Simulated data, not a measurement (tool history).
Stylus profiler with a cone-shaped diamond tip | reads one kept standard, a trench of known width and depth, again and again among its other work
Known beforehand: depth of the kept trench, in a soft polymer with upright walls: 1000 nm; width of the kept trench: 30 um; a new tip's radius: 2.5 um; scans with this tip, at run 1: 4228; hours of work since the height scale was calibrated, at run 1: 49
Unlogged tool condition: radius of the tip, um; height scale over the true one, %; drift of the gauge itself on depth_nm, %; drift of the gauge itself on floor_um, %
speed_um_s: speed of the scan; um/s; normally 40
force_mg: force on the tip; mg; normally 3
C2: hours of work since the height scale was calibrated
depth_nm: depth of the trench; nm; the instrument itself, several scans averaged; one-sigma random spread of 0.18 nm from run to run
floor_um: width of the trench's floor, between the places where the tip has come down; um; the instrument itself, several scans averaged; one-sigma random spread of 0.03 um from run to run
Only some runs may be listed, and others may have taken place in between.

{"run": 1, "hour": 0.0, "speed_um_s": 40, "force_mg": 3, "scans with this tip": 4228, "C2": 49, "depth_nm": 1013.16, "floor_um": 24.63}
{"run": 2, "hour": 29.6, "speed_um_s": 21, "force_mg": 3, "scans with this tip": 4298, "C2": 63, "depth_nm": 1013.15, "floor_um": 24.63}
{"run": 3, "hour": 71.9, "speed_um_s": 21, "force_mg": 3, "scans with this tip": 4397, "C2": 84, "depth_nm": 1012.65, "floor_um": 24.63}
{"run": 4, "hour": 108.5, "speed_um_s": 21, "force_mg": 3, "scans with this tip": 4484, "C2": 102, "depth_nm": 1012.8, "floor_um": 24.61}
{"run": 5, "hour": 127.7, "speed_um_s": 21, "force_mg": 3, "scans with this tip": 4529, "C2": 112, "depth_nm": 1012.87, "floor_um": 24.58}
{"run": 6, "hour": 167.9, "speed_um_s": 21, "force_mg": 3, "scans with this tip": 4624, "C2": 132, "depth_nm": 1012.85, "floor_um": 24.56}
{"run": 7, "hour": 211.1, "speed_um_s": 21, "force_mg": 3, "scans with this tip": 4726, "C2": 153, "depth_nm": 1012.57, "floor_um": 24.53}
{"run": 8, "hour": 236.8, "speed_um_s": 21, "force_mg": 3, "scans with this tip": 4786, "C2": 166, "depth_nm": 1012.8, "floor_um": 24.51}
{"run": 9, "hour": 276.8, "speed_um_s": 21, "force_mg": 3, "scans with this tip": 4880, "C2": 186, "depth_nm": 1012.27, "floor_um": 24.54}
{"run": 10, "hour": 302.4, "speed_um_s": 59, "force_mg": 7.31, "scans with this tip": 4941, "C2": 198, "depth_nm": 1023.28, "floor_um": 24.47}
{"run": 11, "hour": 324.2, "speed_um_s": 14, "force_mg": 3.98, "scans with this tip": 4992, "C2": 209, "depth_nm": 1015.42, "floor_um": 24.51}
{"run": 12, "hour": 369.2, "speed_um_s": 85, "force_mg": 1.9, "scans with this tip": 5098, "C2": 231, "depth_nm": 1008.71, "floor_um": 24.24}
{"run": 13, "hour": 393.3, "speed_um_s": 138, "force_mg": 5.9, "scans with this tip": 5155, "C2": 243, "depth_nm": 1019.39, "floor_um": 24.35}
{"run": 14, "hour": 418.6, "speed_um_s": 85, "force_mg": 1.18, "scans with this tip": 5215, "C2": 256, "depth_nm": 1006.06, "floor_um": 24.29}
{"run": 15, "hour": 462.6, "speed_um_s": 141, "force_mg": 3.49, "scans with this tip": 5319, "C2": 278, "depth_nm": 1013.73, "floor_um": 24.15}
{"run": 16, "hour": 482.2, "speed_um_s": 141, "force_mg": 3.13, "scans with this tip": 5365, "C2": 287, "depth_nm": 1012.45, "floor_um": 24.19}
{"run": 17, "hour": 513.9, "speed_um_s": 30, "force_mg": 6.27, "scans with this tip": 5440, "C2": 303, "depth_nm": 1020.47, "floor_um": 24.38}

Predict each of these 3 candidate next runs independently; none follows another, all start after run 17:
{"run": "A", "hour": 537.2, "speed_um_s": 17, "force_mg": 6.72, "scans with this tip": 5495, "C2": 315, "depth_nm": "?", "floor_um": "?"}
{"run": "B", "hour": 537.2, "speed_um_s": 27, "force_mg": 5.9, "scans with this tip": 5495, "C2": 315, "depth_nm": "?", "floor_um": "?"}
{"run": "C", "hour": 537.2, "speed_um_s": 141, "force_mg": 5.39, "scans with this tip": 5495, "C2": 315, "depth_nm": "?", "floor_um": "?"}

run=A depth_nm=1021.19 floor_um=24.34
run=B depth_nm=1019.56 floor_um=24.33
run=C depth_nm=1018.19 floor_um=24.21
Stripped of hidden state, with their random variation kept, the same runs would have yielded:
run=A depth_nm=1022.48 floor_um=25.95
run=B depth_nm=1020.85 floor_um=25.94
run=C depth_nm=1019.47 floor_um=25.81

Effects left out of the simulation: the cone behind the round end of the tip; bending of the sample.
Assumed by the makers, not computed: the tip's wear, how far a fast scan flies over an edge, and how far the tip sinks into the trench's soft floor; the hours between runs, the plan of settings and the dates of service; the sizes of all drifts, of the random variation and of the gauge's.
